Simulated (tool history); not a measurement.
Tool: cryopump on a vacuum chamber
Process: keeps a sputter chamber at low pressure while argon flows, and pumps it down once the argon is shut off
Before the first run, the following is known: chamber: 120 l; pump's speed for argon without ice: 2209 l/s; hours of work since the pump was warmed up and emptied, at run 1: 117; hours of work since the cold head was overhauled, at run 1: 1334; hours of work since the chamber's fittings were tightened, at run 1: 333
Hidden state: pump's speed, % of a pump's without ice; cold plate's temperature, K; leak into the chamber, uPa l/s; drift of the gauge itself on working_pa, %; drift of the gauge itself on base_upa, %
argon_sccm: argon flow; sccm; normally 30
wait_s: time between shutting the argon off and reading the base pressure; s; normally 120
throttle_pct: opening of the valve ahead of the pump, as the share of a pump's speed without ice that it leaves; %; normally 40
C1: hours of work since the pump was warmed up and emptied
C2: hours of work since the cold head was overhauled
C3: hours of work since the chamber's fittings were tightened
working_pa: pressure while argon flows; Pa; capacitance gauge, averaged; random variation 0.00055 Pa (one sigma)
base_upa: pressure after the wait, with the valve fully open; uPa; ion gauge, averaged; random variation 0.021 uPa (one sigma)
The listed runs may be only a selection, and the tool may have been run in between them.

{"run": 1, "hour": 0.0, "argon_sccm": 30, "wait_s": 120, "throttle_pct": 40, "C1": 117, "C2": 1334, "C3": 333, "working_pa": 0.0587, "base_upa": 0.52}
{"run": 2, "hour": 70.3, "argon_sccm": 30, "wait_s": 120, "throttle_pct": 40, "C1": 176, "C2": 1393, "C3": 393, "working_pa": 0.0591, "base_upa": 0.55}
{"run": 3, "hour": 136.3, "argon_sccm": 30, "wait_s": 120, "throttle_pct": 40, "C1": 232, "C2": 1449, "C3": 448, "working_pa": 0.0604, "base_upa": 0.52}
{"run": 4, "hour": 207.4, "argon_sccm": 30, "wait_s": 120, "throttle_pct": 40, "C1": 291, "C2": 1509, "C3": 508, "working_pa": 0.0607, "base_upa": 0.57}
{"run": 5, "hour": 263.2, "argon_sccm": 30, "wait_s": 93, "throttle_pct": 40, "C1": 338, "C2": 1556, "C3": 555, "working_pa": 0.0606, "base_upa": 0.69}
{"run": 6, "hour": 327.7, "argon_sccm": 30, "wait_s": 93, "throttle_pct": 40, "C1": 393, "C2": 1610, "C3": 609, "working_pa": 0.0612, "base_upa": 0.71}
{"run": 7, "hour": 397.2, "argon_sccm": 30, "wait_s": 93, "throttle_pct": 40, "C1": 451, "C2": 1668, "C3": 668, "working_pa": 0.0605, "base_upa": 0.7}
{"run": 8, "hour": 446.3, "argon_sccm": 30, "wait_s": 120, "throttle_pct": 21, "C1": 492, "C2": 1710, "C3": 709, "working_pa": 0.1133, "base_upa": 0.58}
{"run": 9, "hour": 482.9, "argon_sccm": 30, "wait_s": 120, "throttle_pct": 21, "C1": 523, "C2": 1740, "C3": 740, "working_pa": 0.1138, "base_upa": 0.64}
{"run": 10, "hour": 529.0, "argon_sccm": 30, "wait_s": 120, "throttle_pct": 21, "C1": 562, "C2": 1779, "C3": 778, "working_pa": 0.113, "base_upa": 0.57}
{"run": 11, "hour": 593.6, "argon_sccm": 30, "wait_s": 120, "throttle_pct": 21, "C1": 616, "C2": 1834, "C3": 833, "working_pa": 0.1146, "base_upa": 0.63}
{"run": 12, "hour": 658.5, "argon_sccm": 30, "wait_s": 120, "throttle_pct": 21, "C1": 671, "C2": 1888, "C3": 887, "working_pa": 0.1152, "base_upa": 0.67}
{"run": 13, "hour": 696.4, "argon_sccm": 47, "wait_s": 161, "throttle_pct": 40, "C1": 703, "C2": 1920, "C3": 919, "working_pa": 0.0993, "base_upa": 0.55}
{"run": 14, "hour": 745.4, "argon_sccm": 45, "wait_s": 33, "throttle_pct": 27, "C1": 744, "C2": 1961, "C3": 960, "working_pa": 0.1359, "base_upa": 1.56}
{"run": 15, "hour": 810.0, "argon_sccm": 45, "wait_s": 33, "throttle_pct": 27, "C1": 798, "C2": 2016, "C3": 1015, "working_pa": 0.1375, "base_upa": 1.54}
{"run": 16, "hour": 848.7, "argon_sccm": 32, "wait_s": 33, "throttle_pct": 27, "C1": 831, "C2": 2048, "C3": 1047, "working_pa": 0.0979, "base_upa": 1.61}
{"run": 17, "hour": 929.6, "argon_sccm": 32, "wait_s": 33, "throttle_pct": 27, "C1": 899, "C2": 2116, "C3": 1115, "working_pa": 0.0976, "base_upa": 1.58}
{"run": 18, "hour": 986.1, "argon_sccm": 32, "wait_s": 33, "throttle_pct": 27, "C1": 946, "C2": 2164, "C3": 1163, "working_pa": 0.0997, "base_upa": 1.57}
{"run": 19, "hour": 1037.2, "argon_sccm": 20, "wait_s": 120, "throttle_pct": 24, "C1": 989, "C2": 2207, "C3": 1206, "working_pa": 0.0693, "base_upa": 0.75}
{"run": 20, "hour": 1104.0, "argon_sccm": 50, "wait_s": 50, "throttle_pct": 19, "C1": 1046, "C2": 2263, "C3": 1262, "working_pa": 0.2164, "base_upa": 1.24}
{"run": 21, "hour": 1154.3, "argon_sccm": 50, "wait_s": 50, "throttle_pct": 19, "C1": 1088, "C2": 2305, "C3": 1304, "working_pa": 0.2165, "base_upa": 1.23}

Forecast run 22:
{"run": 22, "hour": 1227.9, "argon_sccm": 13, "wait_s": 39, "throttle_pct": 50, "C1": 1150, "C2": 2367, "C3": 1366, "working_pa": "?", "base_upa": "?"}

Run 22 yielded working_pa 0.0245 Pa, base_upa 1.47 uPa.
Take away the tool's hidden state, keep the run-to-run variation as it was, and the same run would have given working_pa 0.0201 Pa, base_upa 1.16 uPa.
